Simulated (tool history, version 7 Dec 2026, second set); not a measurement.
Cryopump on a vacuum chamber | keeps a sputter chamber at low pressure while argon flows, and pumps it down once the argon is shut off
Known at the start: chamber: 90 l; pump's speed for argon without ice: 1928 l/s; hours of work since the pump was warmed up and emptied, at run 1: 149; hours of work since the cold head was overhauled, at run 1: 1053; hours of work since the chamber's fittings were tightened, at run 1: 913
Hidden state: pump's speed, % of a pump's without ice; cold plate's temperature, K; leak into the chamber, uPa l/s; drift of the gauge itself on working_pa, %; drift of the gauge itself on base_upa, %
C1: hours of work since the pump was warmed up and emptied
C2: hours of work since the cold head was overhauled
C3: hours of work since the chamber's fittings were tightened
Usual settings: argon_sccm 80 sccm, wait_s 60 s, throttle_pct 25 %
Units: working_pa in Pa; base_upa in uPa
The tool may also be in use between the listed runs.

{"run": 1, "hour": 0.0, "argon_sccm": 80, "wait_s": 60, "throttle_pct": 25, "C1": 149, "C2": 1053, "C3": 913, "working_pa": 0.2853, "base_upa": 1.54}
{"run": 2, "hour": 53.1, "argon_sccm": 80, "wait_s": 60, "throttle_pct": 25, "C1": 189, "C2": 1094, "C3": 954, "working_pa": 0.2859, "base_upa": 1.66}
{"run": 3, "hour": 97.7, "argon_sccm": 80, "wait_s": 60, "throttle_pct": 25, "C1": 224, "C2": 1128, "C3": 988, "working_pa": 0.2865, "base_upa": 1.58}
{"run": 4, "hour": 133.6, "argon_sccm": 80, "wait_s": 60, "throttle_pct": 25, "C1": 252, "C2": 1156, "C3": 1016, "working_pa": 0.2878, "base_upa": 1.63}
{"run": 5, "hour": 185.9, "argon_sccm": 80, "wait_s": 60, "throttle_pct": 25, "C1": 292, "C2": 1196, "C3": 1056, "working_pa": 0.2875, "base_upa": 1.71}
{"run": 6, "hour": 224.9, "argon_sccm": 80, "wait_s": 60, "throttle_pct": 25, "C1": 322, "C2": 1226, "C3": 1086, "working_pa": 0.2885, "base_upa": 1.63}
{"run": 7, "hour": 275.3, "argon_sccm": 80, "wait_s": 60, "throttle_pct": 25, "C1": 361, "C2": 1265, "C3": 1125, "working_pa": 0.2911, "base_upa": 1.74}
{"run": 8, "hour": 313.7, "argon_sccm": 80, "wait_s": 60, "throttle_pct": 25, "C1": 391, "C2": 1295, "C3": 1155, "working_pa": 0.2908, "base_upa": 1.77}
{"run": 9, "hour": 358.9, "argon_sccm": 80, "wait_s": 60, "throttle_pct": 25, "C1": 425, "C2": 1330, "C3": 1190, "working_pa": 0.2924, "base_upa": 1.76}
{"run": 10, "hour": 408.5, "argon_sccm": 80, "wait_s": 60, "throttle_pct": 25, "C1": 464, "C2": 1368, "C3": 1228, "working_pa": 0.2933, "base_upa": 1.83}
{"run": 11, "hour": 434.4, "argon_sccm": 82, "wait_s": 60, "throttle_pct": 25, "C1": 484, "C2": 1388, "C3": 1248, "working_pa": 0.3019, "base_upa": 1.77}
{"run": 12, "hour": 481.6, "argon_sccm": 80, "wait_s": 60, "throttle_pct": 25, "C1": 520, "C2": 1424, "C3": 1284, "working_pa": 0.2963, "base_upa": 1.85}
{"run": 13, "hour": 526.2, "argon_sccm": 80, "wait_s": 60, "throttle_pct": 25, "C1": 554, "C2": 1459, "C3": 1319, "working_pa": 0.2947, "base_upa": 1.88}
{"run": 14, "hour": 568.5, "argon_sccm": 151, "wait_s": 96, "throttle_pct": 27, "C1": 587, "C2": 1492, "C3": 1352, "working_pa": 0.5191, "base_upa": 1.53}
{"run": 15, "hour": 595.5, "argon_sccm": 128, "wait_s": 66, "throttle_pct": 29, "C1": 608, "C2": 1512, "C3": 1372, "working_pa": 0.4139, "base_upa": 1.83}
{"run": 16, "hour": 648.6, "argon_sccm": 128, "wait_s": 66, "throttle_pct": 29, "C1": 649, "C2": 1553, "C3": 1413, "working_pa": 0.4156, "base_upa": 1.83}
{"run": 17, "hour": 689.4, "argon_sccm": 80, "wait_s": 46, "throttle_pct": 35, "C1": 680, "C2": 1585, "C3": 1445, "working_pa": 0.2177, "base_upa": 2.28}
{"run": 18, "hour": 739.6, "argon_sccm": 160, "wait_s": 250, "throttle_pct": 35, "C1": 719, "C2": 1623, "C3": 1483, "working_pa": 0.4368, "base_upa": 1.28}
{"run": 19, "hour": 792.1, "argon_sccm": 160, "wait_s": 250, "throttle_pct": 35, "C1": 760, "C2": 1664, "C3": 1524, "working_pa": 0.4437, "base_upa": 1.32}
{"run": 20, "hour": 827.0, "argon_sccm": 37, "wait_s": 37, "throttle_pct": 19, "C1": 787, "C2": 1691, "C3": 1551, "working_pa": 0.1803, "base_upa": 2.54}
{"run": 21, "hour": 860.4, "argon_sccm": 44, "wait_s": 37, "throttle_pct": 54, "C1": 812, "C2": 1717, "C3": 1577, "working_pa": 0.0843, "base_upa": 2.73}
{"run": 22, "hour": 909.5, "argon_sccm": 133, "wait_s": 60, "throttle_pct": 25, "C1": 850, "C2": 1755, "C3": 1615, "working_pa": 0.5056, "base_upa": 2.11}
{"hour": 936.7, "done": "pump warmed up, emptied and cooled again"}
{"run": 23, "hour": 955.1, "argon_sccm": 133, "wait_s": 60, "throttle_pct": 25, "C1": 14, "C2": 1786, "C3": 1646, "working_pa": 0.4671, "base_upa": 1.87}
{"run": 24, "hour": 1004.9, "argon_sccm": 133, "wait_s": 60, "throttle_pct": 24, "C1": 53, "C2": 1824, "C3": 1684, "working_pa": 0.4913, "base_upa": 1.95}
{"run": 25, "hour": 1030.6, "argon_sccm": 133, "wait_s": 60, "throttle_pct": 24, "C1": 72, "C2": 1844, "C3": 1704, "working_pa": 0.4893, "base_upa": 1.98}
{"run": 26, "hour": 1073.1, "argon_sccm": 51, "wait_s": 267, "throttle_pct": 28, "C1": 105, "C2": 1877, "C3": 1737, "working_pa": 0.1618, "base_upa": 1.24}

5 ways to go on from here, each from the tool as it stands after run 26. What would each give?
{"run": "A", "hour": 1125.8, "argon_sccm": 46, "wait_s": 72, "throttle_pct": 19, "C1": 146, "C2": 1918, "C3": 1778, "working_pa": "?", "base_upa": "?"}
{"run": "B", "hour": 1125.8, "argon_sccm": 71, "wait_s": 38, "throttle_pct": 32, "C1": 146, "C2": 1918, "C3": 1778, "working_pa": "?", "base_upa": "?"}
{"run": "C", "hour": 1125.8, "argon_sccm": 39, "wait_s": 63, "throttle_pct": 24, "C1": 146, "C2": 1918, "C3": 1778, "working_pa": "?", "base_upa": "?"}
{"run": "D", "hour": 1125.8, "argon_sccm": 120, "wait_s": 267, "throttle_pct": 23, "C1": 146, "C2": 1918, "C3": 1778, "working_pa": "?", "base_upa": "?"}
{"run": "E", "hour": 1125.8, "argon_sccm": 70, "wait_s": 34, "throttle_pct": 25, "C1": 146, "C2": 1918, "C3": 1778, "working_pa": "?", "base_upa": "?"}

run=A working_pa=0.2139 base_upa=1.82
run=B working_pa=0.1983 base_upa=2.53
run=C working_pa=0.1454 base_upa=1.97
run=D working_pa=0.4669 base_upa=1.25
run=E working_pa=0.2498 base_upa=2.76
Without the tool's hidden state the same runs would have given:
run=A working_pa=0.2112 base_upa=0.92
run=B working_pa=0.1941 base_upa=1.63
run=C working_pa=0.1431 base_upa=1.08
run=D working_pa=0.4598 base_upa=0.36
run=E working_pa=0.2457 base_upa=1.85
